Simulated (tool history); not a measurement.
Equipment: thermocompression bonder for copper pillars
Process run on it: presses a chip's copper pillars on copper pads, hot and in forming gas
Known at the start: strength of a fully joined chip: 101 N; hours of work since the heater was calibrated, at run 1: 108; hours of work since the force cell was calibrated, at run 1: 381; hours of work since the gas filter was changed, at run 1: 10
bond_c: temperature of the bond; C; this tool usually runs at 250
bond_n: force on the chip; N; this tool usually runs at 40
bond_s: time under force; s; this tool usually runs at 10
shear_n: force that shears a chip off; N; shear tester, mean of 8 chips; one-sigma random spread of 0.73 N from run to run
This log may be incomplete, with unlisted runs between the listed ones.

run	hour	bond_c	bond_n	bond_s	hours of work since the heater was calibrated	hours of work since the force cell was calibrated	hours of work since the gas filter was changed	shear_n
1	0.0	250	40	10	108	381	10	52.3
2	10.3	250	40	10	116	389	18	53.5
3	24.1	250	40	10	127	400	28	50.5
4	38.4	250	40	17	138	410	39	61.7
5	54.0	250	40	10	150	422	51	51.4
6	73.2	250	40	10	164	437	66	49.9
7	90.7	250	40	10	178	450	79	50.5
8	107.1	250	40	10	190	463	92	49.9
9	123.8	250	40	28	203	476	104	66.4
10	142.7	250	40	28	217	490	119	68.0
11	161.6	250	40	10	232	504	133	48.2
12	169.6	268	40	10	238	511	139	55.5
13	184.3	250	40	11	249	522	151	50.1
14	197.0	229	27	30	259	531	160	45.1
15	205.1	257	27	8	265	538	166	36.9
16	221.9	269	34	8	278	550	179	48.2
# hour 224.4: force cell calibrated
17	232.8	256	30	15	285	6	186	49.1
18	248.4	256	30	15	297	18	198	49.3
19	259.6	256	30	15	305	27	207	48.0
# hour 269.3: forming gas filter changed
20	278.6	262	40	26	320	41	7	74.8
# hour 297.1: force cell calibrated, once more
21	297.3	234	29	16	333	0	20	41.0
22	306.0	234	29	16	339	7	27	42.4
23	320.7	234	29	16	350	18	38	41.3
24	331.0	279	43	10	358	26	46	64.9
25	348.7	274	46	10	372	39	59	64.9
26	360.3	234	27	9	381	48	68	31.4

For some of the steps in shear_n from one run to the next: how much would appear even if the tool had no hidden state, given the settings, what came in and random variation, and how much remains for the hidden state plus any gauge scatter that the measured result and the result without hidden state don't share?
Hidden state at play: true temperature of the bond over the reading, C; force that reaches the chip, % of what is set; oxide that the forming gas leaves, % of the face; drift of the gauge itself on shear_n, %.
Run 15 -> 16: bond_c 257 -> 269, bond_n 27 -> 34. shear_n +11.3 N: hidden state -1.4, all else +12.7.
Run 19 -> 20: bond_c 256 -> 262, bond_n 30 -> 40, bond_s 15 -> 26, forming gas filter changed. shear_n +26.8 N: hidden state +4.1, all else +22.7.
Run 20 -> 21: bond_c 262 -> 234, bond_n 40 -> 29, bond_s 26 -> 16, force cell calibrated, once more. shear_n -33.8 N: hidden state +0.3, all else -34.1.
Run 25 -> 26: bond_c 274 -> 234, bond_n 46 -> 27, bond_s 10 -> 9. shear_n -33.5 N: hidden state +1.1, all else -34.6.
